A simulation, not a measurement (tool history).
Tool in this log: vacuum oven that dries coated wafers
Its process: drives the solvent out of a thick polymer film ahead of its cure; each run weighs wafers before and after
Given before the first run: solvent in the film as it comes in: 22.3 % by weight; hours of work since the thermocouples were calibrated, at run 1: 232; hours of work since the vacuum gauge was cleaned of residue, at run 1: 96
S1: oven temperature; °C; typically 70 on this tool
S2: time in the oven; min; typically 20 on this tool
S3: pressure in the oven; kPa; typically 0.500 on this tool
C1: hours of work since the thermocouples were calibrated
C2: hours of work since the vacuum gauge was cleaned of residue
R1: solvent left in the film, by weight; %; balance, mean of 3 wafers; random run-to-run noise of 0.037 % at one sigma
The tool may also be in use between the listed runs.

run 1 hour=0.0 | S1=70 S2=20 S3=0.500 | C1=232 C2=96 | R1=1.14
run 2 hour=52.1 | S1=70 S2=20 S3=0.500 | C1=258 C2=122 | R1=1.15
run 3 hour=149.8 | S1=70 S2=20 S3=0.500 | C1=306 C2=170 | R1=1.15
run 4 hour=225.0 | S1=70 S2=20 S3=0.500 | C1=343 C2=207 | R1=1.16
run 5 hour=303.9 | S1=70 S2=20 S3=0.500 | C1=382 C2=246 | R1=1.10
run 6 hour=347.4 | S1=57 S2=20 S3=0.500 | C1=404 C2=268 | R1=7.14
run 7 hour=419.3 | S1=70 S2=12 S3=0.500 | C1=439 C2=303 | R1=3.21
run 8 hour=514.8 | S1=70 S2=12 S3=0.500 | C1=487 C2=350 | R1=3.17
run 9 hour=560.5 | S1=70 S2=12 S3=0.500 | C1=509 C2=373 | R1=3.10
run 10 hour=618.7 | S1=70 S2=25 S3=0.500 | C1=538 C2=402 | R1=0.60
run 11 hour=712.8 | S1=70 S2=17 S3=0.500 | C1=584 C2=448 | R1=1.52
run 12 hour=763.2 | S1=70 S2=17 S3=0.500 | C1=609 C2=473 | R1=1.55
run 13 hour=810.9 | S1=70 S2=17 S3=0.500 | C1=633 C2=497 | R1=1.50
run 14 hour=854.9 | S1=58 S2=25 S3=1.673 | C1=655 C2=518 | R1=5.51
run 15 hour=954.3 | S1=59 S2=15 S3=1.682 | C1=704 C2=568 | R1=8.17
run 16 hour=1050.5 | S1=59 S2=21 S3=0.252 | C1=751 C2=615 | R1=5.36
run 17 hour=1132.1 | S1=59 S2=20 S3=0.252 | C1=792 C2=655 | R1=5.58
run 18 hour=1196.5 | S1=57 S2=36 S3=0.252 | C1=823 C2=687 | R1=3.09
run 19 hour=1269.6 | S1=78 S2=32 S3=0.602 | C1=859 C2=723 | R1=0.23
run 20 hour=1338.1 | S1=82 S2=14 S3=0.540 | C1=893 C2=757 | R1=0.22
run 21 hour=1413.1 | S1=70 S2=12 S3=0.437 | C1=930 C2=794 | R1=2.82
run 22 hour=1514.1 | S1=61 S2=20 S3=0.500 | C1=980 C2=844 | R1=4.39
run 23 hour=1597.2 | S1=63 S2=13 S3=0.500 | C1=1021 C2=885 | R1=5.94

Consider 5 possible next runs. They are alternatives, not a sequence: every one starts from the tool as it was left by run 23. What does each give?
run A hour=1687.1 | S1=62 S2=24 S3=0.500 | C1=1066 C2=930 | R1=?
run B hour=1687.1 | S1=55 S2=20 S3=0.329 | C1=1066 C2=930 | R1=?
run C hour=1687.1 | S1=76 S2=22 S3=0.331 | C1=1066 C2=930 | R1=?
run D hour=1687.1 | S1=70 S2=16 S3=0.500 | C1=1066 C2=930 | R1=?
run E hour=1687.1 | S1=60 S2=28 S3=0.613 | C1=1066 C2=930 | R1=?

run=A R1=2.85
run=B R1=7.90
run=C R1=0.19
run=D R1=1.57
run=E R1=3.04
Without the tool's unlogged condition, the same runs would have read:
run=A R1=3.58
run=B R1=8.87
run=C R1=0.20
run=D R1=2.08
run=E R1=3.79

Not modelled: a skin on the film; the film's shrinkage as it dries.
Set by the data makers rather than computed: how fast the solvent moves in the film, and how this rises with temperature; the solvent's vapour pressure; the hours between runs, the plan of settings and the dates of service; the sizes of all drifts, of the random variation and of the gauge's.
